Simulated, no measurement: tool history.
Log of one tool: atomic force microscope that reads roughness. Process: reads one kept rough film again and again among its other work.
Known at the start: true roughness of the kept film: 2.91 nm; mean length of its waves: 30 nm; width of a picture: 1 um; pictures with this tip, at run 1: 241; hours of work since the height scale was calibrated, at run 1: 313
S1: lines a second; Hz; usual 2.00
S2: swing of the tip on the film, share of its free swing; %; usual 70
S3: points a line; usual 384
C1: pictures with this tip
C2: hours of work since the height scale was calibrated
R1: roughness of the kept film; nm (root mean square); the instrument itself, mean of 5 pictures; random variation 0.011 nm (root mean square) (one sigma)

run	hour	S1	S2	S3	C1	C2	R1
1	0.0	2.00	70	384	241	313	2.358
# hour 2.1: new tip fitted
2	14.7	2.00	70	384	16	323	2.516
3	28.9	2.00	65	384	34	332	2.533
4	43.1	2.00	65	384	51	342	2.541
5	52.8	2.00	65	384	63	348	2.517
6	60.9	2.00	65	384	73	354	2.516
7	74.9	2.00	65	384	90	363	2.501
8	85.2	2.00	70	584	103	370	2.474
9	93.3	1.13	70	384	113	375	2.511
10	104.9	2.00	70	384	127	383	2.427
11	117.4	2.00	75	384	143	392	2.371
12	131.2	2.00	75	384	160	401	2.366
13	143.7	2.00	75	384	175	409	2.344
14	156.3	3.27	87	392	191	418	2.037
15	167.0	1.03	88	392	204	425	2.339
16	177.6	2.00	55	384	217	432	2.462
17	189.3	2.00	55	384	232	440	2.425
# hour 199.7: new tip fitted
18	204.1	2.14	61	384	5	449	2.618
19	210.8	1.38	61	387	14	454	2.629
20	218.8	0.54	73	821	23	459	2.648
21	227.0	2.00	61	347	34	465	2.570
22	234.7	2.00	79	347	43	470	2.424
23	246.4	1.45	61	750	58	478	2.594
24	254.9	1.45	61	750	68	484	2.582
25	267.2	1.45	61	750	83	492	2.550
26	278.9	1.45	61	750	98	500	2.572

How the hidden state differs across the entries between the runs, from the last listed run before each to the first after it:
Between runs 1 and 2: new tip fitted (hour 2.1)
  radius of the tip, nm: 12.5 -> 5.9
  measured less the result without the state, R1: -0.217 -> -0.033 nm (root mean square)
Between runs 17 and 18: new tip fitted (hour 199.7)
  radius of the tip, nm: 12.3 -> 5.5; height scale over the true one, %: -0.27 -> -0.28
  measured less the result without the state, R1: -0.220 -> -0.023 nm (root mean square)
